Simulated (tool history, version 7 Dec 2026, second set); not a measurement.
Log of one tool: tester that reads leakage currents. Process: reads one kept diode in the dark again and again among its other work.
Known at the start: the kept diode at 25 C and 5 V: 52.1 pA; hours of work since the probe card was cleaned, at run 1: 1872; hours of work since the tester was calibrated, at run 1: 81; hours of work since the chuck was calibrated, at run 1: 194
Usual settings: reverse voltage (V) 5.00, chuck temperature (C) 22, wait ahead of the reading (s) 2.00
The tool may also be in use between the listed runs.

| run | hour | reverse voltage (V) | chuck temperature (C) | wait ahead of the reading (s) | hours of work since the probe card was cleaned | hours of work since the tester was calibrated | hours of work since the chuck was calibrated | current that the tester gives (pA) |
|---|---|---|---|---|---|---|---|---|
| 1 | 0.0 | 5.00 | 22 | 2.00 | 1872 | 81 | 194 | 45.18 |
| 2 | 102.6 | 5.00 | 22 | 2.00 | 1927 | 136 | 249 | 45.62 |
| 3 | 246.6 | 5.00 | 22 | 2.00 | 2004 | 213 | 326 | 46.03 |
| 4 | 366.0 | 5.00 | 51 | 2.00 | 2068 | 277 | 389 | 458.47 |
| 5 | 524.3 | 5.00 | 51 | 2.00 | 2153 | 362 | 474 | 457.23 |
| 6 | 662.0 | 13.45 | 22 | 2.00 | 2227 | 435 | 548 | 72.14 |
| 7 | 733.2 | 5.00 | 22 | 2.00 | 2265 | 473 | 586 | 46.89 |
| 8 | 894.9 | 5.00 | 22 | 2.00 | 2351 | 560 | 672 | 46.93 |
| 9 | 978.5 | 6.56 | 22 | 2.00 | 2396 | 605 | 717 | 53.08 |
| 10 | 1114.2 | 6.56 | 22 | 2.00 | 2468 | 677 | 790 | 53.29 |
| 11 | 1275.2 | 7.16 | 24 | 0.59 | 2555 | 763 | 876 | 66.05 |
| 12 | 1344.4 | 5.66 | 30 | 6.88 | 2592 | 800 | 913 | 95.45 |
| 13 | 1411.8 | 6.70 | 46 | 5.35 | 2628 | 836 | 949 | 351.70 |
| 14 | 1574.9 | 2.09 | 41 | 1.86 | 2715 | 924 | 1036 | 164.23 |
| 15 | 1742.9 | 2.09 | 41 | 1.86 | 2805 | 1014 | 1126 | 164.59 |
| 16 | 1825.2 | 2.09 | 41 | 1.86 | 2849 | 1058 | 1170 | 163.29 |
|  | 1859.3 | probe card cleaned and baked |
| 17 | 1953.8 | 1.68 | 23 | 0.89 | 51 | 1125 | 1237 | 33.03 |
| 18 | 2095.2 | 1.68 | 23 | 0.89 | 126 | 1200 | 1313 | 32.98 |

Forecast each of these 5 alternatives for the next run:
| A | 2201.4 | 6.24 | 54 | 0.34 | 183 | 1257 | 1370 | ? |
| B | 2201.4 | 16.02 | 26 | 4.03 | 183 | 1257 | 1370 | ? |
| C | 2201.4 | 1.68 | 56 | 0.89 | 183 | 1257 | 1370 | ? |
| D | 2201.4 | 1.49 | 29 | 0.89 | 183 | 1257 | 1370 | ? |
| E | 2201.4 | 1.68 | 30 | 0.89 | 183 | 1257 | 1370 | ? |

| run | current that the tester gives (pA) |
|---|---|
| A | 626.19 |
| B | 89.35 |
| C | 480.59 |
| D | 53.92 |
| E | 60.88 |
Without the tool's hidden state the same runs would have given:
| run | current that the tester gives (pA) |
|---|---|
| A | 596.91 |
| B | 83.17 |
| C | 458.56 |
| D | 50.94 |
| E | 57.53 |
